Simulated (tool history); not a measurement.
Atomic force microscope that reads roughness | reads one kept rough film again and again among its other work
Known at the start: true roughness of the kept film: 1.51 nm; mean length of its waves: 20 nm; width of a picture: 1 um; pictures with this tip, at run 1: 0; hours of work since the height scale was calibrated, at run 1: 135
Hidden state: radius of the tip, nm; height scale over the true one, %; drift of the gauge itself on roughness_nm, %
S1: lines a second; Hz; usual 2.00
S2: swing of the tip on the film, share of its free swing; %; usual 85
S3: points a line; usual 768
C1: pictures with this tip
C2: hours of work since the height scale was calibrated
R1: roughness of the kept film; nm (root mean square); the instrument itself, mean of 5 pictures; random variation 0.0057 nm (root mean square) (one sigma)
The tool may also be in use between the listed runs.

Run 1, hour 0.0: usual settings; C1 0; C2 135. Result: R1 1.015 nm (root mean square).
Run 2, hour 39.3: usual settings but S3 722; C1 50; C2 162. Result: R1 0.895 nm (root mean square).
Run 3, hour 66.8: usual settings but S2 71 %; C1 86; C2 180. Result: R1 0.937 nm (root mean square).
At hour 89.6: new tip fitted.
Run 4, hour 98.0: usual settings; C1 11; C2 201. Result: R1 0.970 nm (root mean square).
Run 5, hour 128.5: usual settings; C1 51; C2 222. Result: R1 0.881 nm (root mean square).
Run 6, hour 150.4: usual settings; C1 79; C2 237. Result: R1 0.811 nm (root mean square).
Run 7, hour 169.2: usual settings; C1 103; C2 249. Result: R1 0.776 nm (root mean square).
At hour 180.2: new tip fitted.
Run 8, hour 192.0: usual settings; C1 16; C2 265. Result: R1 0.947 nm (root mean square).
Run 9, hour 229.5: usual settings; C1 64; C2 290. Result: R1 0.844 nm (root mean square).
At hour 271.3: new tip fitted.
Run 10, hour 277.1: usual settings but S2 75 %; C1 7; C2 322. Result: R1 1.076 nm (root mean square).
Run 11, hour 304.0: usual settings but S3 886; C1 42; C2 340. Result: R1 0.908 nm (root mean square).
Run 12, hour 338.2: usual settings but S3 886; C1 86; C2 363. Result: R1 0.815 nm (root mean square).
At hour 360.5: new tip fitted.
Run 13, hour 374.9: usual settings but S3 886; C1 18; C2 388. Result: R1 0.950 nm (root mean square).
Run 14, hour 407.7: usual settings but S1 1.94 Hz; C1 61; C2 410. Result: R1 0.872 nm (root mean square).
Run 15, hour 429.6: usual settings but S1 1.94 Hz, S3 666; C1 89; C2 425. Result: R1 0.823 nm (root mean square).
At hour 449.9: new tip fitted.
Run 16, hour 475.1: usual settings but S1 2.10 Hz, S2 64 %, S3 844; C1 33; C2 455. Result: R1 1.089 nm (root mean square).
Run 17, hour 513.6: usual settings but S2 66 %, S3 269; C1 82; C2 481. Result: R1 0.944 nm (root mean square).
At hour 540.1: new tip fitted.
Run 18, hour 556.1: usual settings but S2 66 %, S3 269; C1 20; C2 510. Result: R1 1.077 nm (root mean square).
Run 19, hour 584.0: usual settings but S1 1.79 Hz, S2 57 %, S3 576; C1 56; C2 529. Result: R1 1.073 nm (root mean square).
Run 20, hour 610.3: usual settings but S1 0.76 Hz, S2 72 %, S3 578; C1 90; C2 546. Result: R1 0.989 nm (root mean square).
At hour 629.0: new tip fitted.
Run 21, hour 643.4: usual settings but S1 2.49 Hz, S2 82 %; C1 19; C2 569. Result: R1 0.931 nm (root mean square).
Run 22, hour 674.9: usual settings but S1 2.49 Hz, S2 82 %; C1 59; C2 590. Result: R1 0.840 nm (root mean square).
Run 23, hour 696.1: usual settings but S1 2.17 Hz, S3 305; C1 87; C2 604. Result: R1 0.767 nm (root mean square).
At hour 718.7: new tip fitted.
Run 24, hour 742.7: usual settings but S1 2.17 Hz, S3 657; C1 31; C2 635. Result: R1 0.898 nm (root mean square).
Run 25, hour 762.3: usual settings but S1 2.17 Hz, S3 657; C1 56; C2 649. Result: R1 0.854 nm (root mean square).
Run 26, hour 788.1: usual settings but S1 0.73 Hz, S2 70 %, S3 657; C1 89; C2 666. Result: R1 0.980 nm (root mean square).
At hour 808.9: new tip fitted.
Run 27, hour 821.0: usual settings but S1 2.58 Hz, S2 55 %, S3 657; C1 16; C2 688. Result: R1 1.165 nm (root mean square).
Run 28, hour 840.3: usual settings but S1 2.30 Hz, S2 68 %, S3 779; C1 41; C2 701. Result: R1 1.039 nm (root mean square).
Run 29, hour 865.7: usual settings but S1 1.25 Hz, S3 879; C1 74; C2 718. Result: R1 0.925 nm (root mean square).

Forecast each of these 3 alternatives for the next run:
At hour 897.0: new tip fitted.
Run A, hour 901.0: usual settings but S1 0.56 Hz, S2 56 %, S3 319; C1 5; C2 742. Result: R1 ?.
At hour 897.0: new tip fitted.
Run B, hour 901.0: usual settings but S1 2.21 Hz, S3 550; C1 5; C2 742. Result: R1 ?.
At hour 897.0: new tip fitted.
Run C, hour 901.0: usual settings but S1 0.55 Hz, S2 57 %, S3 621; C1 5; C2 742. Result: R1 ?.

run     R1
  A  1.229
  B  0.954
  C  1.246
Without the tool's hidden state the same runs would have given:
run     R1
  A  1.262
  B  0.980
  C  1.280

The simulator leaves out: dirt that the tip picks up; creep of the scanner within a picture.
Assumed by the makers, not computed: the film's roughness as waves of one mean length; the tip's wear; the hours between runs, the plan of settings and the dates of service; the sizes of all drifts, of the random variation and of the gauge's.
